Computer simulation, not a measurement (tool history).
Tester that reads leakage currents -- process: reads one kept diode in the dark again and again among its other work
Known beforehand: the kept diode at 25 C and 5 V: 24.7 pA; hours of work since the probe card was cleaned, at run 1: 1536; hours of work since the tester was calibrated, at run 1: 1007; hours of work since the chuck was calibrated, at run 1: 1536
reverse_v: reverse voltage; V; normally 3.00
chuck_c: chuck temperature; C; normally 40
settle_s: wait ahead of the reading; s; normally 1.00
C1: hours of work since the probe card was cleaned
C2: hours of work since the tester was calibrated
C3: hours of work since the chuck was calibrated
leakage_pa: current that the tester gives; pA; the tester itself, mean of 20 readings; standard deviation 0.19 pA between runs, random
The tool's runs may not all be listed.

{"run": 1, "day": 0.0, "reverse_v": 3.0, "chuck_c": 40, "settle_s": 1.0, "C1": 1536, "C2": 1007, "C3": 1536, "leakage_pa": 71.16}
{"run": 2, "day": 3.988, "reverse_v": 3.0, "chuck_c": 37, "settle_s": 1.0, "C1": 1598, "C2": 1070, "C3": 1598, "leakage_pa": 58.7}
{"run": 3, "day": 12.192, "reverse_v": 3.0, "chuck_c": 40, "settle_s": 1.0, "C1": 1727, "C2": 1198, "C3": 1727, "leakage_pa": 72.6}
{"run": 4, "day": 19.267, "reverse_v": 3.0, "chuck_c": 40, "settle_s": 1.0, "C1": 1838, "C2": 1309, "C3": 1838, "leakage_pa": 73.56}
{"run": 5, "day": 23.142, "reverse_v": 3.0, "chuck_c": 40, "settle_s": 1.0, "C1": 1898, "C2": 1370, "C3": 1898, "leakage_pa": 73.87}
{"run": 6, "day": 31.038, "reverse_v": 3.0, "chuck_c": 40, "settle_s": 1.0, "C1": 2022, "C2": 1494, "C3": 2022, "leakage_pa": 75.03}
{"run": 7, "day": 34.442, "reverse_v": 3.0, "chuck_c": 40, "settle_s": 1.0, "C1": 2076, "C2": 1547, "C3": 2076, "leakage_pa": 74.9}
{"day": 38.954, "done": "probe card cleaned and baked"}
{"day": 40.583, "done": "chuck's temperature calibrated"}
{"run": 8, "day": 40.975, "reverse_v": 3.0, "chuck_c": 40, "settle_s": 1.0, "C1": 30, "C2": 1646, "C3": 6, "leakage_pa": 68.73}
{"run": 9, "day": 47.629, "reverse_v": 3.0, "chuck_c": 40, "settle_s": 1.0, "C1": 135, "C2": 1751, "C3": 111, "leakage_pa": 69.66}
{"day": 54.667, "done": "probe card cleaned and baked, once more"}
{"run": 10, "day": 54.688, "reverse_v": 3.0, "chuck_c": 40, "settle_s": 1.0, "C1": 0, "C2": 1860, "C3": 219, "leakage_pa": 62.09}
{"run": 11, "day": 58.696, "reverse_v": 3.0, "chuck_c": 40, "settle_s": 1.0, "C1": 63, "C2": 1922, "C3": 282, "leakage_pa": 62.25}
{"run": 12, "day": 64.612, "reverse_v": 3.0, "chuck_c": 34, "settle_s": 1.0, "C1": 156, "C2": 2015, "C3": 375, "leakage_pa": 41.1}
{"run": 13, "day": 70.958, "reverse_v": 3.0, "chuck_c": 34, "settle_s": 1.0, "C1": 256, "C2": 2115, "C3": 474, "leakage_pa": 41.85}
{"run": 14, "day": 76.892, "reverse_v": 3.0, "chuck_c": 34, "settle_s": 1.0, "C1": 349, "C2": 2208, "C3": 567, "leakage_pa": 41.95}
{"run": 15, "day": 80.583, "reverse_v": 3.0, "chuck_c": 34, "settle_s": 1.0, "C1": 406, "C2": 2266, "C3": 625, "leakage_pa": 42.36}
{"run": 16, "day": 86.917, "reverse_v": 3.0, "chuck_c": 34, "settle_s": 1.0, "C1": 506, "C2": 2365, "C3": 725, "leakage_pa": 43.15}
{"run": 17, "day": 93.446, "reverse_v": 3.0, "chuck_c": 34, "settle_s": 1.0, "C1": 608, "C2": 2467, "C3": 827, "leakage_pa": 43.83}
{"run": 18, "day": 99.675, "reverse_v": 3.0, "chuck_c": 34, "settle_s": 1.0, "C1": 706, "C2": 2565, "C3": 925, "leakage_pa": 44.06}
{"run": 19, "day": 106.692, "reverse_v": 3.0, "chuck_c": 40, "settle_s": 1.0, "C1": 816, "C2": 2675, "C3": 1035, "leakage_pa": 67.25}
{"run": 20, "day": 114.75, "reverse_v": 3.0, "chuck_c": 40, "settle_s": 0.72, "C1": 942, "C2": 2801, "C3": 1161, "leakage_pa": 68.67}
{"run": 21, "day": 122.912, "reverse_v": 5.26, "chuck_c": 40, "settle_s": 0.45, "C1": 1070, "C2": 2930, "C3": 1289, "leakage_pa": 92.69}
{"run": 22, "day": 129.983, "reverse_v": 4.96, "chuck_c": 40, "settle_s": 0.45, "C1": 1181, "C2": 3040, "C3": 1400, "leakage_pa": 90.63}
{"run": 23, "day": 137.892, "reverse_v": 1.37, "chuck_c": 36, "settle_s": 4.14, "C1": 1305, "C2": 3164, "C3": 1524, "leakage_pa": 36.63}
{"run": 24, "day": 145.367, "reverse_v": 1.26, "chuck_c": 36, "settle_s": 4.14, "C1": 1422, "C2": 3282, "C3": 1641, "leakage_pa": 35.73}
{"run": 25, "day": 150.179, "reverse_v": 2.19, "chuck_c": 21, "settle_s": 1.1, "C1": 1498, "C2": 3357, "C3": 1717, "leakage_pa": 17.62}
{"run": 26, "day": 156.158, "reverse_v": 2.19, "chuck_c": 21, "settle_s": 1.1, "C1": 1592, "C2": 3451, "C3": 1811, "leakage_pa": 17.84}
{"run": 27, "day": 161.979, "reverse_v": 2.19, "chuck_c": 25, "settle_s": 1.1, "C1": 1683, "C2": 3542, "C3": 1902, "leakage_pa": 23.35}
{"run": 28, "day": 166.508, "reverse_v": 3.0, "chuck_c": 40, "settle_s": 6.35, "C1": 1754, "C2": 3613, "C3": 1973, "leakage_pa": 74.67}
{"run": 29, "day": 170.188, "reverse_v": 3.0, "chuck_c": 35, "settle_s": 1.0, "C1": 1812, "C2": 3671, "C3": 2031, "leakage_pa": 54.06}
{"run": 30, "day": 175.842, "reverse_v": 3.0, "chuck_c": 56, "settle_s": 2.85, "C1": 1900, "C2": 3760, "C3": 2119, "leakage_pa": 209.23}
{"day": 178.962, "done": "chuck's temperature calibrated"}
{"run": 31, "day": 184.175, "reverse_v": 6.24, "chuck_c": 33, "settle_s": 2.85, "C1": 2030, "C2": 3889, "C3": 82, "leakage_pa": 64.12}
{"run": 32, "day": 189.054, "reverse_v": 3.0, "chuck_c": 26, "settle_s": 2.54, "C1": 2106, "C2": 3966, "C3": 158, "leakage_pa": 27.88}
{"day": 191.308, "done": "probe card cleaned and baked"}
{"run": 33, "day": 197.033, "reverse_v": 3.0, "chuck_c": 26, "settle_s": 2.54, "C1": 90, "C2": 4089, "C3": 281, "leakage_pa": 22.39}
{"run": 34, "day": 205.362, "reverse_v": 3.0, "chuck_c": 26, "settle_s": 2.54, "C1": 220, "C2": 4219, "C3": 412, "leakage_pa": 22.99}
{"run": 35, "day": 209.642, "reverse_v": 6.17, "chuck_c": 27, "settle_s": 1.12, "C1": 288, "C2": 4286, "C3": 479, "leakage_pa": 36.54}
{"run": 36, "day": 217.821, "reverse_v": 6.17, "chuck_c": 20, "settle_s": 1.12, "C1": 416, "C2": 4415, "C3": 607, "leakage_pa": 23.1}
{"run": 37, "day": 224.35, "reverse_v": 10.59, "chuck_c": 23, "settle_s": 1.38, "C1": 518, "C2": 4517, "C3": 710, "leakage_pa": 39.16}
{"run": 38, "day": 228.467, "reverse_v": 10.59, "chuck_c": 23, "settle_s": 1.38, "C1": 583, "C2": 4582, "C3": 774, "leakage_pa": 40.02}
{"run": 39, "day": 232.221, "reverse_v": 10.59, "chuck_c": 23, "settle_s": 1.38, "C1": 642, "C2": 4641, "C3": 833, "leakage_pa": 40.86}

Results for each run, recomputed without the tool's hidden state and with each run's random variation untouched:
Unlogged tool condition in this case: stray current of the dirty probe card, pA a volt; current scale over the true one, %; true chuck temperature over the reading, C; drift of the gauge itself on leakage_pa, %.
run=1 leakage_pa=60.83
run=2 leakage_pa=49.03
run=3 leakage_pa=60.81
run=4 leakage_pa=60.95
run=5 leakage_pa=60.83
run=6 leakage_pa=61.03
run=7 leakage_pa=60.60
run=8 leakage_pa=60.70
run=9 leakage_pa=60.88
run=10 leakage_pa=61.10
run=11 leakage_pa=60.85
run=12 leakage_pa=39.55
run=13 leakage_pa=39.74
run=14 leakage_pa=39.34
run=15 leakage_pa=39.40
run=16 leakage_pa=39.60
run=17 leakage_pa=39.68
run=18 leakage_pa=39.35
run=19 leakage_pa=60.48
run=20 leakage_pa=60.90
run=21 leakage_pa=79.92
run=22 leakage_pa=77.31
run=23 leakage_pa=31.37
run=24 leakage_pa=30.32
run=25 leakage_pa=12.73
run=26 leakage_pa=12.67
run=27 leakage_pa=17.22
run=28 leakage_pa=60.79
run=29 leakage_pa=42.39
run=30 leakage_pa=178.68
run=31 leakage_pa=51.09
run=32 leakage_pa=21.33
run=33 leakage_pa=21.37
run=34 leakage_pa=21.34
run=35 leakage_pa=33.04
run=36 leakage_pa=19.23
run=37 leakage_pa=31.24
run=38 leakage_pa=31.22
run=39 leakage_pa=31.26
